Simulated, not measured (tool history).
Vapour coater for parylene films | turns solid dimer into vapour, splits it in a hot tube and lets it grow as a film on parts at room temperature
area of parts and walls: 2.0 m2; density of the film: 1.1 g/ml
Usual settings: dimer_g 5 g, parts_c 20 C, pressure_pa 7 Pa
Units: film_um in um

run   hour  dimer_g  parts_c  pressure_pa  film_um
  1      0        5       20            7     1.58
  2   24.2        5       20            7     1.58
  3   40.5        5       20            7     1.55
  4   72.7        5       20            7     1.54
      88.9  -- trap's valve overhauled
  5   92.9        5       20            7     1.68
  6    113        5       20            7     1.67
  7  147.2        4       22         9.88     1.28
  8    173        4       22         9.88     1.22
  9  209.3        5       24         5.35     1.57
 10  227.3        3       30         4.39     0.84

Measured less the same run without the tool's hidden state. The same run-to-run variation is in both; the gauge's scatter may not be:
The hidden state here: vapour lost through the trap's worn valve, %; true temperature of the parts over the reading, C; drift of the gauge itself on film_um, %.
run  film_um
  1    -0.12
  2    -0.12
  3    -0.12
  4    -0.13
  5    +0.01
  6       +0
  7       +0
  8    -0.01
  9    -0.01
 10    -0.01
